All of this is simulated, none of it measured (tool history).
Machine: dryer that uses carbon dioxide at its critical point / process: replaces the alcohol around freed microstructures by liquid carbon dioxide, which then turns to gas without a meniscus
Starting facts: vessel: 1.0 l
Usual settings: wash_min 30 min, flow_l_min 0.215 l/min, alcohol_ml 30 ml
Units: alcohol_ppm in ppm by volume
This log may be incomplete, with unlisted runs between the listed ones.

| run | hour | wash_min | flow_l_min | alcohol_ml | alcohol_ppm |
|---|---|---|---|---|---|
| 1 | 0 | 30 | 0.215 | 30 | 381 |
| 2 | 41.8 | 30 | 0.215 | 30 | 394 |
| 3 | 89.9 | 30 | 0.215 | 30 | 410 |
| 4 | 144.9 | 30 | 0.349 | 30 | 216 |
| 5 | 200.9 | 30 | 0.349 | 30 | 231 |
| 6 | 252.2 | 30 | 0.349 | 30 | 219 |
| 7 | 307.8 | 30 | 0.349 | 30 | 236 |
|  | 360.9 | inlet filter changed |
| 8 | 367.4 | 27 | 0.333 | 30 | 250 |
| 9 | 408.4 | 30 | 0.296 | 119 | 344 |
| 10 | 459.1 | 30 | 0.153 | 23 | 783 |
| 11 | 495.7 | 30 | 0.153 | 23 | 816 |
| 12 | 534.4 | 30 | 0.153 | 23 | 827 |

Here are 3 independent what-if runs from the current tool condition. What would each one return?
| A | 571.7 | 21 | 0.239 | 27 | ? |
| B | 571.7 | 30 | 0.215 | 48 | ? |
| C | 571.7 | 30 | 0.22 | 32 | ? |

| run | alcohol_ppm |
|---|---|
| A | 839 |
| B | 564 |
| C | 442 |
The same runs, with their run-to-run variation unchanged, on a tool lacking any hidden condition would have given:
| run | alcohol_ppm |
|---|---|
| A | 495 |
| B | 262 |
| C | 159 |
